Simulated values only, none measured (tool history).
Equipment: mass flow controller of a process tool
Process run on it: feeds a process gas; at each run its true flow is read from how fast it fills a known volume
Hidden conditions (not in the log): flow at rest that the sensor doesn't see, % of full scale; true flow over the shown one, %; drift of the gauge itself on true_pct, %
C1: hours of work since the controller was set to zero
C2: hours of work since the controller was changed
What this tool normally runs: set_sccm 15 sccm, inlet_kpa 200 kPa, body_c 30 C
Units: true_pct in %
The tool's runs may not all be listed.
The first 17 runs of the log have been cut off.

{"run": 18, "day": 73.017, "set_sccm": 15, "inlet_kpa": 200, "body_c": 30, "C1": 44, "C2": 2136, "true_pct": 98.7}
{"run": 19, "day": 78.554, "set_sccm": 15, "inlet_kpa": 200, "body_c": 30, "C1": 85, "C2": 2177, "true_pct": 98.76}
{"run": 20, "day": 83.475, "set_sccm": 15, "inlet_kpa": 229, "body_c": 24, "C1": 122, "C2": 2214, "true_pct": 99.58}
{"run": 21, "day": 88.7, "set_sccm": 15, "inlet_kpa": 229, "body_c": 24, "C1": 160, "C2": 2253, "true_pct": 99.34}
{"run": 22, "day": 92.188, "set_sccm": 11, "inlet_kpa": 161, "body_c": 24, "C1": 186, "C2": 2278, "true_pct": 99.15}
{"run": 23, "day": 95.892, "set_sccm": 34, "inlet_kpa": 273, "body_c": 22, "C1": 214, "C2": 2306, "true_pct": 100.57}
{"run": 24, "day": 99.392, "set_sccm": 34, "inlet_kpa": 273, "body_c": 22, "C1": 240, "C2": 2332, "true_pct": 100.49}
{"run": 25, "day": 104.725, "set_sccm": 15, "inlet_kpa": 214, "body_c": 28, "C1": 279, "C2": 2372, "true_pct": 99.12}
{"run": 26, "day": 109.458, "set_sccm": 12, "inlet_kpa": 158, "body_c": 37, "C1": 315, "C2": 2407, "true_pct": 97.82}
{"run": 27, "day": 113.412, "set_sccm": 46, "inlet_kpa": 198, "body_c": 30, "C1": 344, "C2": 2436, "true_pct": 99.68}
{"run": 28, "day": 117.346, "set_sccm": 15, "inlet_kpa": 165, "body_c": 22, "C1": 373, "C2": 2465, "true_pct": 99.46}
{"run": 29, "day": 123.225, "set_sccm": 15, "inlet_kpa": 165, "body_c": 22, "C1": 417, "C2": 2509, "true_pct": 99.52}
{"run": 30, "day": 128.175, "set_sccm": 37, "inlet_kpa": 212, "body_c": 34, "C1": 454, "C2": 2546, "true_pct": 99.11}
{"run": 31, "day": 131.096, "set_sccm": 17, "inlet_kpa": 256, "body_c": 37, "C1": 475, "C2": 2567, "true_pct": 98.37}
{"run": 32, "day": 135.6, "set_sccm": 16, "inlet_kpa": 256, "body_c": 37, "C1": 509, "C2": 2601, "true_pct": 98.29}
{"run": 33, "day": 138.896, "set_sccm": 10, "inlet_kpa": 209, "body_c": 32, "C1": 533, "C2": 2625, "true_pct": 98.58}

4 ways to go on from here, each from the tool as it stands after run 33. What would each give?
{"run": "A", "day": 144.921, "set_sccm": 10, "inlet_kpa": 188, "body_c": 29, "C1": 578, "C2": 2670, "true_pct": "?"}
{"run": "B", "day": 144.921, "set_sccm": 45, "inlet_kpa": 209, "body_c": 28, "C1": 578, "C2": 2670, "true_pct": "?"}
{"run": "C", "day": 144.921, "set_sccm": 15, "inlet_kpa": 266, "body_c": 33, "C1": 578, "C2": 2670, "true_pct": "?"}
{"run": "D", "day": 144.921, "set_sccm": 15, "inlet_kpa": 154, "body_c": 33, "C1": 578, "C2": 2670, "true_pct": "?"}

run=A true_pct=98.87
run=B true_pct=99.94
run=C true_pct=98.88
run=D true_pct=98.53
Stripped of hidden state, with their random variation kept, the same runs would have yielded:
run=A true_pct=98.23
run=B true_pct=99.48
run=C true_pct=98.32
run=D true_pct=97.97
